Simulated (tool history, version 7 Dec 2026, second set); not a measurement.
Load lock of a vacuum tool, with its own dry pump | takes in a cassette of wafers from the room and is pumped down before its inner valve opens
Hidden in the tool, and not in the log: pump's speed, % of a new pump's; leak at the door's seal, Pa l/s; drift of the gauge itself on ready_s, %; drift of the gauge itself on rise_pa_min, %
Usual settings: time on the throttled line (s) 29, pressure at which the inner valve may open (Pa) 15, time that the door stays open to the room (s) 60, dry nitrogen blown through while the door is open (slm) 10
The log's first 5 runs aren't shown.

| run | hour | time on the throttled line (s) | pressure at which the inner valve may open (Pa) | time that the door stays open to the room (s) | dry nitrogen blown through while the door is open (slm) | hours that the pump has run since its overhaul | times that the door has closed on its seal | incoming humidity of the room's air, % | time from the closed door until the inner valve may open (s) | rise of the pressure with all valves shut (Pa/min) |
|---|---|---|---|---|---|---|---|---|---|---|
| 6 | 1198.9 | 29 | 15 | 60 | 28 | 7949 | 15878 | 46.1 | 42.4 | 0.073 |
| 7 | 1478.8 | 57 | 15 | 60 | 28 | 8229 | 16377 | 47.6 | 66.3 | 0.081 |
| 8 | 1749.1 | 29 | 15 | 60 | 10 | 8499 | 16860 | 44.4 | 42.6 | 0.102 |
| 9 | 2088.6 | 29 | 15 | 60 | 10 | 8839 | 17466 | 43.4 | 42.1 | 0.106 |
| 10 | 2274.0 | 29 | 15 | 60 | 10 | 9024 | 17796 | 46.0 | 42.1 | 0.104 |
| 11 | 2479.1 | 29 | 15 | 60 | 10 | 9229 | 18162 | 39.7 | 42.5 | 0.097 |
| 12 | 2622.6 | 29 | 15 | 60 | 10 | 9373 | 18418 | 44.8 | 42.5 | 0.107 |
| 13 | 2924.6 | 29 | 15 | 139 | 10 | 9675 | 18958 | 47.2 | 42.5 | 0.154 |
| 14 | 3154.8 | 29 | 15 | 60 | 10 | 9905 | 19368 | 45.9 | 42.7 | 0.113 |
| 15 | 3443.7 | 29 | 15 | 60 | 10 | 10194 | 19884 | 46.5 | 43.2 | 0.110 |
| 16 | 3656.7 | 29 | 15 | 60 | 10 | 10407 | 20264 | 48.9 | 42.5 | 0.115 |
| 17 | 3947.8 | 29 | 15 | 148 | 10 | 10698 | 20783 | 45.7 | 42.3 | 0.152 |
| 18 | 4107.4 | 29 | 15 | 148 | 10 | 10858 | 21068 | 48.0 | 42.8 | 0.164 |
| 19 | 4451.8 | 48 | 18 | 29 | 21 | 11202 | 21683 | 46.2 | 58.4 | 0.087 |
| 20 | 4790.1 | 48 | 18 | 29 | 21 | 11540 | 22287 | 47.7 | 58.3 | 0.090 |

Run 21 comes next. What will it give?
| 21 | 5060.3 | 48 | 18 | 29 | 21 | 11810 | 22769 | 44.5 | ? | ? |

Run 21 gave time from the closed door until the inner valve may open (s) 58.7, rise of the pressure with all valves shut (Pa/min) 0.094.
Without the tool's hidden state the same run would have given time from the closed door until the inner valve may open (s) 57.5, rise of the pressure with all valves shut (Pa/min) 0.022.

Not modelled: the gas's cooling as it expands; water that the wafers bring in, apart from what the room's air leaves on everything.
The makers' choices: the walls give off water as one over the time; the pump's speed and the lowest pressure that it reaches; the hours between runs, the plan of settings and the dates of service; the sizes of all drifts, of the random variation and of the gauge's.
